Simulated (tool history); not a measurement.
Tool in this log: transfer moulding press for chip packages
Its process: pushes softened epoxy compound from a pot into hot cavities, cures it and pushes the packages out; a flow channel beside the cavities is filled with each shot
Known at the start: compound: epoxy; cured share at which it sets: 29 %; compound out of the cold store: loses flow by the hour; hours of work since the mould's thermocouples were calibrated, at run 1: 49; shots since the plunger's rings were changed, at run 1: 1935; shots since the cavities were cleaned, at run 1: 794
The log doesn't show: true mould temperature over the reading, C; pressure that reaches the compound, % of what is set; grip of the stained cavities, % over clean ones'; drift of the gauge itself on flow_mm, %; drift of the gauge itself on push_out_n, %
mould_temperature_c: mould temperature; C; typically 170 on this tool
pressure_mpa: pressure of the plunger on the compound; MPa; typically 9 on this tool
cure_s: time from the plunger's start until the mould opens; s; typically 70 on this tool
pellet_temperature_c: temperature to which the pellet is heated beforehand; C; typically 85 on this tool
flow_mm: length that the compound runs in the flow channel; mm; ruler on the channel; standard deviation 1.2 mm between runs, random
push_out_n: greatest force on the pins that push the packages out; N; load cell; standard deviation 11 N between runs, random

run,day,mould_temperature_c,pressure_mpa,cure_s,pellet_temperature_c,hours of work since the mould's thermocouples were calibrated,shots since the plunger's rings were changed,shots since the cavities were cleaned,incoming compound's hours out of the cold store,flow_mm,push_out_n
1,0,170,9,70,85,49,1935,794,46.6,534,781
# day 0.708: cavities cleaned with cleaning compound and waxed
2,1.662,170,9,70,85,66,2309,222,16.9,577,679
# day 2.892: plunger's sealing rings changed
3,4.333,170,9,70,85,95,337,822,11.5,595,870
# day 4.858: cavities cleaned with cleaning compound and waxed
4,7.017,170,9,70,85,124,949,504,43.1,543,742
# day 9.008: cavities cleaned with cleaning compound and waxed
5,9.383,170,9,70,85,149,1487,87,41,546,587
6,10.825,170,9,70,85,165,1824,424,8.4,593,817
7,11.946,170,9,70,85,178,2086,686,25.3,566,854
# day 13.179: cavities cleaned with cleaning compound and waxed
8,13.412,170,9,70,91,193,2414,55,31.1,552,578
# day 14.279: plunger's sealing rings changed
9,15.217,170,9,70,91,212,219,452,13.4,593,762
# day 17.267: cavities cleaned with cleaning compound and waxed
10,17.925,170,9,70,91,241,837,153,25.9,569,604
11,20.558,170,9,70,91,270,1452,768,33.5,557,802
# day 21.408: cavities cleaned with cleaning compound and waxed
12,21.775,170,7.16,70,85,283,1721,85,45.8,479,586
13,22.971,170,9,70,85,296,2001,365,9,592,780
14,24.321,174,9,70,85,311,2316,680,33.4,542,661
# day 25.604: plunger's sealing rings changed
# day 25.667: cavities cleaned with cleaning compound and waxed
15,26.338,174,9,50,92,332,157,157,47.7,530,1118
16,28.604,174,9,50,92,357,686,686,44.9,532,1442
# day 29.858: cavities cleaned with cleaning compound and waxed
17,31.329,174,9,50,92,386,1308,344,34.8,546,1271
18,33.321,177,9.96,70,82,409,1773,809,19.3,589,584
# day 34.05: cavities cleaned with cleaning compound and waxed
19,34.783,177,9.96,70,82,424,2100,171,42.9,552,423
20,36.442,176,8.05,71,93,442,2488,559,36.3,504,551
# day 36.833: plunger's sealing rings changed
# day 38.125: cavities cleaned with cleaning compound and waxed
21,38.958,176,8.05,71,93,468,482,194,8.3,552,474
22,41.638,170,8.02,62,85,498,1107,819,29.2,536,1199
# day 42.1: cavities cleaned with cleaning compound and waxed
23,44.083,170,8.02,62,85,524,1665,464,24,538,1161
# day 46.112: cavities cleaned with cleaning compound and waxed
24,46.258,166,7.2,51,84,548,2158,34,29.1,511,1514
25,47.904,166,7.2,51,84,566,2542,418,46.2,490,2022
# day 48.2: plunger's sealing rings changed
26,49.633,169,6.89,70,91,584,334,798,42.1,481,947
# day 50.3: cavities cleaned with cleaning compound and waxed
27,51.304,169,6.89,70,91,602,710,235,40.8,483,749

For some of the steps in flow_mm from one run to the next: how much would appear even if the tool had no hidden state, given the settings, what came in and random variation, and how much remains for the hidden state plus any gauge scatter that the measured result and the result without hidden state don't share?
Run 2 -> 3: plunger's sealing rings changed. flow_mm +18 mm: hidden state +8, all else +10.
Run 8 -> 9: plunger's sealing rings changed. flow_mm +41 mm: hidden state +9, all else +32.
Run 11 -> 12: pressure_mpa 9 -> 7.16, pellet_temperature_c 91 -> 85, cavities cleaned with cleaning compound and waxed. flow_mm -78 mm: hidden state -1, all else -77.
Run 12 -> 13: pressure_mpa 7.16 -> 9. flow_mm +113 mm: hidden state -1, all else +114.
